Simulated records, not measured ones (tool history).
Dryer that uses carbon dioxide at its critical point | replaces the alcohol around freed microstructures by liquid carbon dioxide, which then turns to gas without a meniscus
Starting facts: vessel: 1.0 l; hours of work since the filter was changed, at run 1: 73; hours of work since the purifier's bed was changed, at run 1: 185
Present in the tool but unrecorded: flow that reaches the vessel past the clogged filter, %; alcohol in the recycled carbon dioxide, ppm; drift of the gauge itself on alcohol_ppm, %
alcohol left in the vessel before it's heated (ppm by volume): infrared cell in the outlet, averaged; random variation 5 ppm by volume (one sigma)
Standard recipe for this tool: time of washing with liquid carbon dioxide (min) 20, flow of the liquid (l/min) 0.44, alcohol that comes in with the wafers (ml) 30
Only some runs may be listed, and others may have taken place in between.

| run | hour | time of washing with liquid carbon dioxide (min) | flow of the liquid (l/min) | alcohol that comes in with the wafers (ml) | hours of work since the filter was changed | hours of work since the purifier's bed was changed | alcohol left in the vessel before it's heated (ppm by volume) |
|---|---|---|---|---|---|---|---|
| 1 | 0 | 20 | 0.44 | 30 | 73 | 185 | 58 |
| 2 | 8.8 | 20 | 0.44 | 30 | 76 | 188 | 54 |
| 3 | 19.5 | 20 | 0.44 | 30 | 80 | 191 | 61 |
| 4 | 31.4 | 20 | 0.44 | 30 | 84 | 196 | 61 |
| 5 | 39.6 | 22 | 0.44 | 30 | 87 | 198 | 48 |
| 6 | 49.2 | 22 | 0.44 | 30 | 91 | 202 | 56 |
| 7 | 59 | 22 | 0.44 | 30 | 94 | 205 | 56 |
| 8 | 66.9 | 22 | 0.44 | 30 | 97 | 208 | 58 |
| 9 | 79.7 | 16 | 0.44 | 30 | 101 | 212 | 117 |
| 10 | 88 | 16 | 0.44 | 30 | 104 | 215 | 107 |
| 11 | 97.6 | 24 | 0.637 | 41 | 107 | 219 | 48 |
| 12 | 104.3 | 24 | 0.637 | 41 | 110 | 221 | 44 |
| 13 | 115.6 | 24 | 0.637 | 41 | 114 | 225 | 37 |
| 14 | 125.7 | 32 | 0.434 | 28 | 117 | 228 | 52 |
| 15 | 134.9 | 32 | 0.434 | 28 | 120 | 232 | 50 |
| 16 | 147.4 | 30 | 0.675 | 61 | 125 | 236 | 60 |
| 17 | 158.2 | 13 | 0.396 | 68 | 128 | 240 | 964 |
| 18 | 168.8 | 13 | 0.396 | 68 | 132 | 243 | 945 |
| 19 | 177.7 | 30 | 0.396 | 22 | 135 | 247 | 55 |

Pick out some run-to-run changes in alcohol left in the vessel before it's heated (ppm by volume). Of each, how much would a tool without hidden state show as well, from the settings, what came in and chance, and how much is left for the hidden state and any gauge scatter not in both results compared?
Run 16 -> 17: time of washing with liquid carbon dioxide (min) 30 -> 13, flow of the liquid (l/min) 0.675 -> 0.396, alcohol that comes in with the wafers (ml) 61 -> 68. alcohol left in the vessel before it's heated (ppm by volume) +904: hidden state +179, all else +725.
